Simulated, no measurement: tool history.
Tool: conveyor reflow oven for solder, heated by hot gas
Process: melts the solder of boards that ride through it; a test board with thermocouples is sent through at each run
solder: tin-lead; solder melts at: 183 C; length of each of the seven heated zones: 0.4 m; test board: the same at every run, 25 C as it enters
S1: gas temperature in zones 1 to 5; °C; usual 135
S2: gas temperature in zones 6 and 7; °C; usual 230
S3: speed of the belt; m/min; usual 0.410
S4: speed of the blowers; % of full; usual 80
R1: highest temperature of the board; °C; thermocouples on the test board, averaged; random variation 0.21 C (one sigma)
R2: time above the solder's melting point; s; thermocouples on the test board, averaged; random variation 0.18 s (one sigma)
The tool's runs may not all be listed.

Run 1, hour 0.0: usual settings. Result: R1 217.9 °C, R2 89.4 s.
Run 2, hour 76.1: usual settings. Result: R1 217.9 °C, R2 88.9 s.
Run 3, hour 146.3: usual settings but S3 0.339 m/min. Result: R1 221.5 °C, R2 114.9 s.
Run 4, hour 226.4: usual settings. Result: R1 217.4 °C, R2 88.6 s.
Run 5, hour 284.7: usual settings. Result: R1 217.2 °C, R2 88.0 s.
At hour 301.1: flux residue cleaned out of gas plates and filters.
Run 6, hour 338.3: usual settings. Result: R1 217.7 °C, R2 89.5 s.
Run 7, hour 413.9: usual settings. Result: R1 217.7 °C, R2 89.6 s.
Run 8, hour 456.5: usual settings. Result: R1 217.8 °C, R2 89.1 s.
Run 9, hour 558.6: usual settings. Result: R1 217.3 °C, R2 89.0 s.
Run 10, hour 609.2: usual settings. Result: R1 217.1 °C, R2 88.7 s.
Run 11, hour 703.2: usual settings. Result: R1 216.9 °C, R2 88.5 s.
At hour 715.0: flux residue cleaned out of gas plates and filters.
Run 12, hour 802.1: usual settings but S2 229 °C, S4 73 % of full. Result: R1 215.2 °C, R2 86.3 s.
Run 13, hour 889.4: usual settings but S2 223 °C, S4 54 % of full. Result: R1 204.0 °C, R2 66.8 s.
Run 14, hour 962.1: usual settings but S2 240 °C, S4 54 % of full. Result: R1 218.4 °C, R2 87.6 s.
Run 15, hour 1060.6: usual settings but S1 146 °C, S2 240 °C, S4 71 % of full. Result: R1 225.3 °C, R2 102.1 s.
At hour 1128.2: flux residue cleaned out of gas plates and filters.
Run 16, hour 1131.2: usual settings but S1 130 °C, S2 240 °C, S3 0.400 m/min, S4 51 % of full. Result: R1 217.5 °C, R2 86.0 s.
Run 17, hour 1221.2: usual settings but S4 56 % of full. Result: R1 211.0 °C, R2 78.5 s.
Run 18, hour 1305.4: usual settings but S4 56 % of full. Result: R1 210.4 °C, R2 77.7 s.
Run 19, hour 1392.6: usual settings but S1 129 °C, S2 237 °C, S3 0.457 m/min, S4 62 % of full. Result: R1 213.3 °C, R2 70.2 s.
Run 20, hour 1456.3: usual settings but S2 223 °C. Result: R1 210.1 °C, R2 81.1 s.

Forecast each of these 5 alternatives for the next run:
Run A, hour 1521.3: usual settings but S2 223 °C, S4 89 % of full. Result: R1 ?, R2 ?.
Run B, hour 1521.3: usual settings but S1 127 °C, S2 223 °C, S3 0.429 m/min, S4 51 % of full. Result: R1 ?, R2 ?.
Run C, hour 1521.3: usual settings but S4 61 % of full. Result: R1 ?, R2 ?.
Run D, hour 1521.3: usual settings but S1 142 °C, S2 223 °C. Result: R1 ?, R2 ?.
Run E, hour 1521.3: usual settings but S2 236 °C, S4 50 % of full. Result: R1 ?, R2 ?.

run     R1    R2
  A  211.6  84.3
  B  198.5  48.6
  C  211.7  79.8
  D  210.8  85.7
  E  212.7  80.1
Without the tool's hidden state the same runs would have given:
run     R1    R2
  A  214.6  86.9
  B  201.0  52.9
  C  214.4  82.4
  D  213.6  88.2
  E  215.2  82.4
